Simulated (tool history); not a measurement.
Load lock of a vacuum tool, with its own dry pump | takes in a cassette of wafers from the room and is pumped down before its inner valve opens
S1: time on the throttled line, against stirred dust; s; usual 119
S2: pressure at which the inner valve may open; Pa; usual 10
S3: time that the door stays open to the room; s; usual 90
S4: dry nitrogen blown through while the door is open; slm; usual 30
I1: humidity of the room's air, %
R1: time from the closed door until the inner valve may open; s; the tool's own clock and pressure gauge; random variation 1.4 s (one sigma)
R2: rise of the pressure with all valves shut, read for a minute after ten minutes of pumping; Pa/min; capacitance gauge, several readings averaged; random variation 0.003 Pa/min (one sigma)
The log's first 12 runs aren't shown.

Run 13, hour 775: usual settings but S2 9 Pa; I1 43.4. Result: R1 235.3 s, R2 0.026 Pa/min.
Run 14, hour 812.5: usual settings but S2 9 Pa; I1 43.5. Result: R1 232.1 s, R2 0.025 Pa/min.
Run 15, hour 854.7: usual settings but S2 9 Pa; I1 44.2. Result: R1 234.1 s, R2 0.03 Pa/min.
Run 16, hour 893.1: usual settings but S3 76 s; I1 44.7. Result: R1 232 s, R2 0.028 Pa/min.
Run 17, hour 939.4: usual settings but S3 76 s; I1 39. Result: R1 231.4 s, R2 0.024 Pa/min.
Run 18, hour 1023.2: usual settings but S3 76 s; I1 46.6. Result: R1 230.4 s, R2 0.029 Pa/min.
Run 19, hour 1113.5: usual settings but S3 76 s; I1 47.2. Result: R1 230.6 s, R2 0.026 Pa/min.
Run 20, hour 1197.3: usual settings but S1 123 s, S3 76 s; I1 45. Result: R1 236.7 s, R2 0.025 Pa/min.
Run 21, hour 1251.7: usual settings but S1 149 s, S2 20 Pa, S4 34 slm; I1 48.9. Result: R1 245.2 s, R2 0.032 Pa/min.
Run 22, hour 1332.6: usual settings but S1 95 s; I1 45.5. Result: R1 213.9 s, R2 0.026 Pa/min.
Run 23, hour 1415.6: usual settings but S1 166 s, S2 9 Pa; I1 45.2. Result: R1 273.1 s, R2 0.03 Pa/min.
Run 24, hour 1491.7: usual settings but S1 166 s, S3 30 s; I1 46.3. Result: R1 267.9 s, R2 0.025 Pa/min.
Run 25, hour 1532.2: usual settings but S1 166 s, S3 30 s; I1 46.5. Result: R1 272.4 s, R2 0.02 Pa/min.
Run 26, hour 1610.4: usual settings but S1 195 s, S4 10 slm; I1 44.1. Result: R1 291.9 s, R2 0.044 Pa/min.
Run 27, hour 1684.1: usual settings but S1 61 s, S2 13 Pa, S3 95 s, S4 10 slm; I1 45.4. Result: R1 179.9 s, R2 0.04 Pa/min.
Run 28, hour 1751.4: usual settings but S4 11 slm; I1 47.2. Result: R1 233.8 s, R2 0.048 Pa/min.
Run 29, hour 1838.5: usual settings but S4 11 slm; I1 44.6. Result: R1 230 s, R2 0.041 Pa/min.

Forecast run 30:
Run 30, hour 1913.1: usual settings but S1 116 s, S4 20 slm; I1 44.6. Result: R1 ?, R2 ?.

R1: 230.6 s
R2: 0.033 Pa/min
Without the tool's hidden state the same run would have given R1 230.6 s, R2 0.033 Pa/min.

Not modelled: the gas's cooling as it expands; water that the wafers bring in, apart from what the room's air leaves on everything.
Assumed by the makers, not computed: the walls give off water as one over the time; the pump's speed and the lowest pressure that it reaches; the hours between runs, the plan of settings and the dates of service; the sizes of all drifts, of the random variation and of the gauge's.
